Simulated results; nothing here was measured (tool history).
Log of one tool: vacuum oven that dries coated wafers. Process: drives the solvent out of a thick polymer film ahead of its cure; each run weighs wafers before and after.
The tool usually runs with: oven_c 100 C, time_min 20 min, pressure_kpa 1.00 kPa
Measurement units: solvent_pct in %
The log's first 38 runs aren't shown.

run    hour  oven_c  time_min  pressure_kpa  hours of work since the thermocouples were calibrated  hours of work since the vacuum gauge was cleaned of residue  solvent_pct
 39  3173.1     101        34          1.00                                                    142                                                          186         1.66
 40  3228.7     100        20          0.69                                                    166                                                          210         3.87
 41  3329.3     100        20          0.69                                                    210                                                          254         3.84
 42  3419.9     104        20          3.07                                                    249                                                          294         4.17
 43  3505.0     104        20          3.07                                                    286                                                          331         4.09
 44  3587.2     100        27          1.66                                                    322                                                          367         3.10
 45  3685.4     105        25          1.22                                                    365                                                          410         1.85
 46  3745.7     105        25          0.60                                                    391                                                          436         1.38

Predict each of these 3 candidate next runs independently; none follows another, all start after run 46:
  A  3840.3     100        20          1.14                                                    432                                                          477            ?
  B  3840.3      91        20          0.82                                                    432                                                          477            ?
  C  3840.3     115        31          0.60                                                    432                                                          477            ?

run  solvent_pct
  A         4.21
  B         7.64
  C         0.32
Without the tool's unlogged condition, the same runs would have read:
run  solvent_pct
  A         4.21
  B         7.63
  C         0.32

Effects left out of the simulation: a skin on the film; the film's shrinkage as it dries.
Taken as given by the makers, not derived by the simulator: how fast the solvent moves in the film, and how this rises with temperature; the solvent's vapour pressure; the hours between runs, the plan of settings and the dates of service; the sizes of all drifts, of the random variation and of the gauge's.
